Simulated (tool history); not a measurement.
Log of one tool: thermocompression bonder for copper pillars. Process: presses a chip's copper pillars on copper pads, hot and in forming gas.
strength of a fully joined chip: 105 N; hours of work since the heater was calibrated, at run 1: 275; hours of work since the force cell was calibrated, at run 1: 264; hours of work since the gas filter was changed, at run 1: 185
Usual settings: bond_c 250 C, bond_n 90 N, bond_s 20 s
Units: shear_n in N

run   hour  bond_c  bond_n  bond_s  hours of work since the heater was calibrated  hours of work since the force cell was calibrated  hours of work since the gas filter was changed  shear_n
  1      0     250      90      20                                            275                                                264                                             185     68.6
  2   12.8     250      90      20                                            284                                                272                                             193       68
  3   24.4     250      84      20                                            291                                                279                                             200     63.6
  4   36.1     250      90      33                                            299                                                287                                             208     77.1
  5   44.1     250      90      20                                            304                                                292                                             213     68.4
  6   55.8     250      90      20                                            311                                                300                                             221     68.2
  7   69.3     250      90      20                                            320                                                308                                             229     68.2
  8   79.8     250      90      20                                            327                                                315                                             236     67.2
  9   88.5     250      90      20                                            333                                                321                                             242       68
 10   94.8     250      81      20                                            337                                                325                                             246     63.6
 11  100.4     250      90      31                                            340                                                328                                             249     73.3
 12  113.1     250      90      17                                            348                                                337                                             258     63.9
 13  120.5     250      90      20                                            353                                                341                                             262       68
 14  129.4     250      90      50                                            359                                                347                                             268     83.3
 15  141.8     250      90      50                                            367                                                355                                             276     82.4
 16  148.3     250      90      50                                            371                                                359                                             280     82.9
 17    158     250      90      50                                            377                                                366                                             287     84.1
 18  165.4     250      90      50                                            382                                                370                                             291     81.3
 19  175.7     233      90      20                                            389                                                377                                             298     57.4
 20  181.6     233      90      20                                            393                                                381                                             302     57.5
     184.6  -- heater calibrated with a thermocouple chip
 21  194.9     277      90      13                                              7                                                388                                             309     73.3
 22  205.7     277      89      13                                             14                                                395                                             316     71.7
 23  215.9     228     112      12                                             20                                                402                                             323     51.1
 24  224.6     228     112      12                                             26                                                407                                             328     51.6
 25  238.1     225      65      24                                             34                                                416                                             337     40.3
     242.7  -- forming gas filter changed
 26  244.6     225      65      24                                             38                                                420                                               1     44.4
 27  252.2     236      93      55                                             43                                                425                                               6     80.2
     260.6  -- heater calibrated with a thermocouple chip, once more
 28  266.8     236      56      26                                              4                                                433                                              14     48.5
 29  274.6     228      68      21                                              9                                                438                                              19     45.9
 30  285.8     251      71      56                                             16                                                445                                              27     80.1
 31    299     251      71      56                                             25                                                454                                              35     80.5
 32  309.3     251      71      26                                             31                                                460                                              42     65.3
 33  317.4     251      71      26                                             37                                                465                                              47     67.9
 34  327.3     251      71      50                                             43                                                472                                              53     78.6
 35  340.1     260      56      12                                             51                                                480                                              61     48.1
 36    348     260      56      12                                             56                                                485                                              67     46.8
 37    360     247     132      20                                             64                                                493                                              74     84.7
 38  369.1     227     132      23                                             70                                                499                                              80     74.2
 39  379.3     256     118      34                                             76                                                505                                              87     91.6

4 ways to go on from here, each from the tool as it stands after run 39. What would each give?
  A  385.3     256     116      34                                             80                                                509                                              91        ?
  B  385.3     261      83      28                                             80                                                509                                              91        ?
  C  385.3     256      79      21                                             80                                                509                                              91        ?
  D  385.3     250      90      25                                             80                                                509                                              91        ?

run  shear_n
  A       91
  B     78.7
  C     67.7
  D     72.6
Without the tool's hidden state the same runs would have given:
run  shear_n
  A     93.2
  B     81.1
  C       70
  D     74.9

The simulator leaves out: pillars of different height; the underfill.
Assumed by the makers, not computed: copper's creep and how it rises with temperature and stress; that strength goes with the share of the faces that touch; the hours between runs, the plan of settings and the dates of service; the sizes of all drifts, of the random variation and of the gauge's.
